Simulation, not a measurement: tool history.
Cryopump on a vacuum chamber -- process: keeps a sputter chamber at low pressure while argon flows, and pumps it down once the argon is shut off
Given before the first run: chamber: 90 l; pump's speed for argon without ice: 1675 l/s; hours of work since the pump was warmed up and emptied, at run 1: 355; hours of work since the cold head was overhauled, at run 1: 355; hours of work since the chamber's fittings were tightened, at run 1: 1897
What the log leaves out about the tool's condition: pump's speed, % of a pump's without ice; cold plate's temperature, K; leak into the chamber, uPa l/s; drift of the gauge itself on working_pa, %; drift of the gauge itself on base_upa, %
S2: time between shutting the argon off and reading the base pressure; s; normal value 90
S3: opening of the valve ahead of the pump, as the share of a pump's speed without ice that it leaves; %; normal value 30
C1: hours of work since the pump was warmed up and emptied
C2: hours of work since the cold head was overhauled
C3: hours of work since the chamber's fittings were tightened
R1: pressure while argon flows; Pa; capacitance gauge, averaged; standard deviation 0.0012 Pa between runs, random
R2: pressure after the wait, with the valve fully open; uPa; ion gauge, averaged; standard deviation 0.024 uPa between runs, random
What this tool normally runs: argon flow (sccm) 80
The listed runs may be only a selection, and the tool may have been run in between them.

Run 1, hour 0: usual settings; C1 355; C2 355; C3 1897. Result: R1 0.2808 Pa, R2 2.15 uPa.
Run 2, hour 75.6: usual settings; C1 401; C2 401; C3 1943. Result: R1 0.2854 Pa, R2 2.23 uPa.
At hour 138.6: leaking fittings of the chamber tightened, without venting.
Run 3, hour 150.2: usual settings but S3 21 %; C1 444; C2 444; C3 7. Result: R1 0.4018 Pa, R2 0.94 uPa.
Run 4, hour 219.6: usual settings but S3 21 %; C1 486; C2 486; C3 49. Result: R1 0.4041 Pa, R2 0.99 uPa.
Run 5, hour 263.8: usual settings but S3 21 %; C1 513; C2 513; C3 75. Result: R1 0.401 Pa, R2 0.98 uPa.
Run 6, hour 306.6: usual settings; C1 539; C2 539; C3 101. Result: R1 0.2885 Pa, R2 1 uPa.
Run 7, hour 356.4: usual settings; C1 569; C2 569; C3 131. Result: R1 0.2915 Pa, R2 1 uPa.
Run 8, hour 388.1: usual settings; C1 588; C2 588; C3 150. Result: R1 0.2933 Pa, R2 1.05 uPa.
Run 9, hour 424.7: usual settings; C1 610; C2 610; C3 172. Result: R1 0.296 Pa, R2 1.06 uPa.
Run 10, hour 471.4: usual settings but S3 41 %; C1 638; C2 638; C3 200. Result: R1 0.2233 Pa, R2 1.03 uPa.
Run 11, hour 512.5: usual settings but S3 41 %; C1 663; C2 663; C3 225. Result: R1 0.2254 Pa, R2 1.08 uPa.
Run 12, hour 561.7: usual settings but argon flow (sccm) 38, S3 16 %; C1 692; C2 692; C3 255. Result: R1 0.2533 Pa, R2 1.12 uPa.
Run 13, hour 623.1: usual settings but argon flow (sccm) 50, S2 35 s, S3 16 %; C1 729; C2 729; C3 292. Result: R1 0.3335 Pa, R2 2.28 uPa.
Run 14, hour 684.1: usual settings but argon flow (sccm) 50, S2 35 s, S3 16 %; C1 766; C2 766; C3 329. Result: R1 0.3399 Pa, R2 2.23 uPa.
Run 15, hour 736.3: usual settings but argon flow (sccm) 128, S2 94 s, S3 16 %; C1 797; C2 797; C3 360. Result: R1 0.8622 Pa, R2 1.22 uPa.
Run 16, hour 775.6: usual settings but argon flow (sccm) 128, S2 94 s, S3 16 %; C1 821; C2 821; C3 384. Result: R1 0.8655 Pa, R2 1.27 uPa.
Run 17, hour 812.4: usual settings but argon flow (sccm) 128, S2 94 s, S3 16 %; C1 843; C2 843; C3 406. Result: R1 0.8713 Pa, R2 1.23 uPa.

5 ways to go on from here, each from the tool as it stands after run 17. What would each give?
At hour 835: pump warmed up, emptied and cooled again.
Run A, hour 848.3: usual settings but argon flow (sccm) 128, S2 94 s, S3 16 %; C1 8; C2 862; C3 424. Result: R1 ?, R2 ?.
At hour 835: pump warmed up, emptied and cooled again.
Run B, hour 848.3: usual settings but argon flow (sccm) 50, S3 46 %; C1 8; C2 862; C3 424. Result: R1 ?, R2 ?.
At hour 835: pump warmed up, emptied and cooled again.
Run C, hour 848.3: usual settings but argon flow (sccm) 56; C1 8; C2 862; C3 424. Result: R1 ?, R2 ?.
At hour 835: pump warmed up, emptied and cooled again.
Run D, hour 848.3: usual settings but argon flow (sccm) 131, S2 20 s, S3 56 %; C1 8; C2 862; C3 424. Result: R1 ?, R2 ?.
At hour 835: pump warmed up, emptied and cooled again.
Run E, hour 848.3: usual settings but argon flow (sccm) 101, S2 219 s, S3 59 %; C1 8; C2 862; C3 424. Result: R1 ?, R2 ?.

run      R1    R2
  A  0.8073  1.07
  B  0.1119   1.1
  C    0.19  1.13
  D  0.2378  3.55
  E  0.1731  0.73
Had the tool no hidden state, the same runs would have come out as:
run      R1    R2
  A   0.805  0.83
  B   0.111  0.86
  C   0.189  0.88
  D  0.2354   3.3
  E  0.1713  0.49

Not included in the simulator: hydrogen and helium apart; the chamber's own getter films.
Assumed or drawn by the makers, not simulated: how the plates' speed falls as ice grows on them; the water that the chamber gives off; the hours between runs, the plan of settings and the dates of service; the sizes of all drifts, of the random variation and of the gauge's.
